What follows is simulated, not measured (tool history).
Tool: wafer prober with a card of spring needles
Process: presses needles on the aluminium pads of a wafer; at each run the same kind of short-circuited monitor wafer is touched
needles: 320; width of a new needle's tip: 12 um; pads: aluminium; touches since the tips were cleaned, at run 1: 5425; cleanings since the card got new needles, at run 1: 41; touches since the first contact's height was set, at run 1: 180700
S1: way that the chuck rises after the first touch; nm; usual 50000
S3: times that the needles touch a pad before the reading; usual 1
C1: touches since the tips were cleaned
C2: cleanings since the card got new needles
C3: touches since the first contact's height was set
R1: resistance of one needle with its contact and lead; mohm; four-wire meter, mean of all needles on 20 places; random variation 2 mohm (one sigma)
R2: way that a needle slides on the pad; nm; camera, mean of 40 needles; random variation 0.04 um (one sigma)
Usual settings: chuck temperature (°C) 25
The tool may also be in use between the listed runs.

Run 1, hour 0: usual settings; C1 5425; C2 41; C3 180700. Result: R1 220 mohm, R2 6880 nm.
At hour 8.1: tips cleaned on abrasive film.
At hour 28.4: tips cleaned on abrasive film.
At hour 28.7: height of the first contact set anew.
Run 2, hour 30.1: usual settings; C1 649; C2 43; C3 649. Result: R1 216 mohm, R2 6930 nm.
At hour 46.7: tips cleaned on abrasive film.
At hour 67.8: tips cleaned on abrasive film.
Run 3, hour 81.6: usual settings; C1 6408; C2 45; C3 24455. Result: R1 222 mohm, R2 6870 nm.
At hour 85.4: tips cleaned on abrasive film.
At hour 104.1: tips cleaned on abrasive film.
Run 4, hour 117.8: usual settings; C1 6392; C2 47; C3 41186. Result: R1 220 mohm, R2 6890 nm.
At hour 121.6: tips cleaned on abrasive film.
At hour 141.5: tips cleaned on abrasive film.
At hour 158.6: tips cleaned on abrasive film.
At hour 176.2: tips cleaned on abrasive film.
Run 5, hour 176.2: usual settings; C1 0; C2 51; C3 68097. Result: R1 220 mohm, R2 6860 nm.
At hour 196.4: tips cleaned on abrasive film.
At hour 213.9: tips cleaned on abrasive film.
Run 6, hour 213.9: usual settings; C1 0; C2 53; C3 85522. Result: R1 221 mohm, R2 6800 nm.
At hour 234.5: tips cleaned on abrasive film.
At hour 252.3: tips cleaned on abrasive film.
Run 7, hour 269.3: usual settings but chuck temperature (°C) 72; C1 7873; C2 55; C3 111126. Result: R1 233 mohm, R2 6720 nm.
At hour 272.4: tips cleaned on abrasive film.
At hour 293.3: tips cleaned on abrasive film.
At hour 314.6: tips cleaned on abrasive film.
Run 8, hour 325.7: usual settings but chuck temperature (°C) 72; C1 5119; C2 58; C3 137145. Result: R1 232 mohm, R2 6750 nm.
At hour 333.6: tips cleaned on abrasive film.
At hour 354.3: tips cleaned on abrasive film.
Run 9, hour 364.7: usual settings but chuck temperature (°C) 72; C1 4804; C2 60; C3 155159. Result: R1 237 mohm, R2 6740 nm.
At hour 372.3: tips cleaned on abrasive film.
At hour 393.4: tips cleaned on abrasive film.
At hour 413.5: tips cleaned on abrasive film.
At hour 434.2: tips cleaned on abrasive film.
Run 10, hour 434.5: usual settings but chuck temperature (°C) 72; C1 147; C2 64; C3 187403. Result: R1 232 mohm, R2 6760 nm.
At hour 447.5: height of the first contact set anew.
At hour 451.9: tips cleaned on abrasive film.
At hour 473: tips cleaned on abrasive film.
At hour 492: tips cleaned on abrasive film.
Run 11, hour 502.4: usual settings but chuck temperature (°C) 72; C1 4844; C2 67; C3 25342. Result: R1 230 mohm, R2 6740 nm.
At hour 511: tips cleaned on abrasive film.
At hour 528.1: tips cleaned on abrasive film.
At hour 545.7: tips cleaned on abrasive film.
Run 12, hour 545.7: usual settings but chuck temperature (°C) 72; C1 0; C2 70; C3 45287. Result: R1 234 mohm, R2 6700 nm.
At hour 564.9: tips cleaned on abrasive film.
Run 13, hour 580: usual settings but chuck temperature (°C) 72; C1 7041; C2 71; C3 61178. Result: R1 232 mohm, R2 6760 nm.
At hour 584.4: tips cleaned on abrasive film.
At hour 601.4: tips cleaned on abrasive film.
Run 14, hour 614.2: usual settings but chuck temperature (°C) 72; C1 5897; C2 73; C3 76922. Result: R1 234 mohm, R2 6700 nm.
At hour 621.9: tips cleaned on abrasive film.
At hour 642.1: tips cleaned on abrasive film.
At hour 661.7: tips cleaned on abrasive film.
Run 15, hour 666.1: usual settings but chuck temperature (°C) 72; C1 2061; C2 76; C3 100901. Result: R1 234 mohm, R2 6670 nm.
At hour 679: tips cleaned on abrasive film.
At hour 699.3: tips cleaned on abrasive film.
At hour 720.5: tips cleaned on abrasive film.
Run 16, hour 721.6: usual settings but S1 38000 nm, chuck temperature (°C) 34; C1 481; C2 79; C3 126505. Result: R1 228 mohm, R2 5140 nm.
At hour 737.8: tips cleaned on abrasive film.
At hour 758.7: tips cleaned on abrasive film.
Run 17, hour 758.7: usual settings but S1 38000 nm, chuck temperature (°C) 34; C1 0; C2 81; C3 143667. Result: R1 227 mohm, R2 5130 nm.
At hour 778.9: tips cleaned on abrasive film.
At hour 799.8: tips cleaned on abrasive film.
Run 18, hour 814.8: usual settings but S1 38000 nm, chuck temperature (°C) 34; C1 6943; C2 83; C3 169574. Result: R1 227 mohm, R2 5130 nm.
At hour 819.1: tips cleaned on abrasive film.
At hour 839.1: tips cleaned on abrasive film.
At hour 857.8: tips cleaned on abrasive film.
Run 19, hour 858.1: usual settings but S1 31000 nm, chuck temperature (°C) 34; C1 126; C2 86; C3 189547. Result: R1 233 mohm, R2 4160 nm.
At hour 866.5: height of the first contact set anew.
At hour 879: tips cleaned on abrasive film.
At hour 898.3: tips cleaned on abrasive film.
At hour 915.4: tips cleaned on abrasive film.
Run 20, hour 920.2: usual settings but chuck temperature (°C) 32; C1 2224; C2 89; C3 24782. Result: R1 222 mohm, R2 6720 nm.
At hour 936.1: tips cleaned on abrasive film.
At hour 940.3: gauge calibrated.
At hour 956.6: tips cleaned on abrasive film.
At hour 975.6: tips cleaned on abrasive film.
Run 21, hour 975.6: usual settings but chuck temperature (°C) 32; C1 0; C2 92; C3 50336. Result: R1 223 mohm, R2 6860 nm.
At hour 992.6: tips cleaned on abrasive film.
At hour 1010.6: tips cleaned on abrasive film.
At hour 1027.6: tips cleaned on abrasive film.
At hour 1044.7: tips cleaned on abrasive film.
Run 22, hour 1047.8: usual settings but S1 43000 nm, chuck temperature (°C) 32; C1 1455; C2 96; C3 83705. Result: R1 221 mohm, R2 5880 nm.
At hour 1064: tips cleaned on abrasive film.
At hour 1083.2: tips cleaned on abrasive film.
At hour 1103.7: tips cleaned on abrasive film.
Run 23, hour 1109.2: usual settings but S1 48000 nm, chuck temperature (°C) 49; C1 2561; C2 99; C3 112034. Result: R1 228 mohm, R2 6520 nm.
At hour 1122: tips cleaned on abrasive film.
At hour 1142.4: tips cleaned on abrasive film.
Run 24, hour 1158.4: usual settings but chuck temperature (°C) 42, S3 3; C1 7421; C2 101; C3 134801. Result: R1 227 mohm, R2 6780 nm.
At hour 1161.8: tips cleaned on abrasive film.
At hour 1182.7: tips cleaned on abrasive film.
At hour 1201.8: tips cleaned on abrasive film.
At hour 1221.6: tips cleaned on abrasive film.
Run 25, hour 1232.3: usual settings but chuck temperature (°C) 42; C1 4949; C2 105; C3 168913. Result: R1 226 mohm, R2 6780 nm.
At hour 1239.7: tips cleaned on abrasive film.
At hour 1260.8: tips cleaned on abrasive film.
At hour 1281.4: tips cleaned on abrasive film.
At hour 1285.9: height of the first contact set anew.
Run 26, hour 1287.5: usual settings but chuck temperature (°C) 42; C1 2711; C2 108; C3 741. Result: R1 228 mohm, R2 6750 nm.
At hour 1301.8: tips cleaned on abrasive film.
At hour 1320.5: tips cleaned on abrasive film.
Run 27, hour 1334.8: usual settings but S1 39000 nm, chuck temperature (°C) 34, S3 2; C1 6633; C2 110; C3 22595. Result: R1 231 mohm, R2 5290 nm.
At hour 1338.7: tips cleaned on abrasive film.
At hour 1359.8: tips cleaned on abrasive film.
Run 28, hour 1373.8: usual settings but S1 46000 nm, S3 2; C1 6492; C2 112; C3 40606. Result: R1 224 mohm, R2 6210 nm.

4 ways to go on from here, each from the tool as it stands after run 28. What would each give?
At hour 1378.2: tips cleaned on abrasive film.
At hour 1398.9: tips cleaned on abrasive film.
Run A, hour 1412.7: usual settings but S3 2; C1 6384; C2 114; C3 58542. Result: R1 ?, R2 ?.
At hour 1378.2: tips cleaned on abrasive film.
At hour 1398.9: tips cleaned on abrasive film.
Run B, hour 1412.7: usual settings but S1 46000 nm, chuck temperature (°C) 33, S3 2; C1 6384; C2 114; C3 58542. Result: R1 ?, R2 ?.
At hour 1378.2: tips cleaned on abrasive film.
At hour 1398.9: tips cleaned on abrasive film.
Run C, hour 1412.7: usual settings but S1 69000 nm, chuck temperature (°C) 29; C1 6384; C2 114; C3 58542. Result: R1 ?, R2 ?.
At hour 1378.2: tips cleaned on abrasive film.
At hour 1398.9: tips cleaned on abrasive film.
Run D, hour 1412.7: usual settings but S1 35000 nm, chuck temperature (°C) 123, S3 2; C1 6384; C2 114; C3 58542. Result: R1 ?, R2 ?.

run   R1    R2
  A  221  6740
  B  223  6200
  C  222  9350
  D  252  4670
Without the tool's hidden state the same runs would have given:
run   R1    R2
  A  220  6840
  B  223  6300
  C  221  9490
  D  251  4750
